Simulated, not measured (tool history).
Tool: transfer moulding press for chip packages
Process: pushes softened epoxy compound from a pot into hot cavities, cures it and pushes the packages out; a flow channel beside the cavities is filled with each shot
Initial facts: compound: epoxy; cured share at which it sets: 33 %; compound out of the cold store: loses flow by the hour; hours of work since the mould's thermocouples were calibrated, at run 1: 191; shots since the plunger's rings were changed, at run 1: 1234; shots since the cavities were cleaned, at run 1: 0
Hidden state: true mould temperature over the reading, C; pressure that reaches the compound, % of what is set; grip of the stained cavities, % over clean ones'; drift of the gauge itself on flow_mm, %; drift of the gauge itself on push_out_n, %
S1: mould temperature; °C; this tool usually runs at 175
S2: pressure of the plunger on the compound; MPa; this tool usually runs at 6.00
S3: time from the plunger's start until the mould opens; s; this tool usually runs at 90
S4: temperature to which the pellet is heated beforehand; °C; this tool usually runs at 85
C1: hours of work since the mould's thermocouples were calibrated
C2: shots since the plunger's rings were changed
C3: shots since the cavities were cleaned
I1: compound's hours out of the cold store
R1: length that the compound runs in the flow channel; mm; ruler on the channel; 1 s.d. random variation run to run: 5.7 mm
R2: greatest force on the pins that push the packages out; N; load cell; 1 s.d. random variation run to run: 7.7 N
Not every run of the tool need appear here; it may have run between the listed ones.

run   hour   S1    S2   S3  S4   C1    C2   C3    I1    R1   R2
  1    0.0  175  6.00   90  85  191  1234    0  11.6  1027  324
  2    8.3  175  6.00   90  85  197  1376  142  30.1   937  366
  3   15.1  175  6.00  100  85  203  1493  259  44.9   861  354
  4   25.2  175  6.00  100  85  211  1665  431  33.4   919  413
  5   35.9  175  6.00  100  85  219  1848  614  13.6  1016  432
  6   44.6  175  6.00   90  85  226  1997  763  31.3   939  514
  7   54.1  175  6.00   90  85  233  2160  926  37.0   895  504
      65.2  -- cavities cleaned with cleaning compound and waxed
  8   65.2  175  6.00   83  85  241  2324    0  37.7   895  356
  9   72.6  175  6.00   92  76  247  2450  126  21.6   974  366
 10   81.2  175  5.55   72  94  253  2599  275  16.2   962  655
 11   89.6  175  5.55   72  83  260  2742  418  29.8   897  697
 12   98.4  168  5.55   86  86  267  2893  569  17.6   983  843
 13  104.6  174  5.55  101  86  272  3000  676  23.0   932  452
 14  111.6  181  4.79   96  89  277  3120  796  12.3   890  426

Consider 3 possible next runs. They are alternatives, not a sequence: every one starts from the tool as it was left by run 14. What does each give?
  A  122.4  175  6.60   90  85  286  3305  981  20.6   ?   ?
  B  122.4  178  6.00   76  86  286  3305  981  37.8   ?   ?
  C  122.4  168  5.35  124  89  286  3305  981  29.6   ?   ?

run    R1   R2
  A  1019  533
  B   881  599
  C   901  488
The same runs, with their run-to-run variation unchanged, on a tool lacking any hidden condition would have given:
run    R1   R2
  A  1052  320
  B   909  361
  C   930  287

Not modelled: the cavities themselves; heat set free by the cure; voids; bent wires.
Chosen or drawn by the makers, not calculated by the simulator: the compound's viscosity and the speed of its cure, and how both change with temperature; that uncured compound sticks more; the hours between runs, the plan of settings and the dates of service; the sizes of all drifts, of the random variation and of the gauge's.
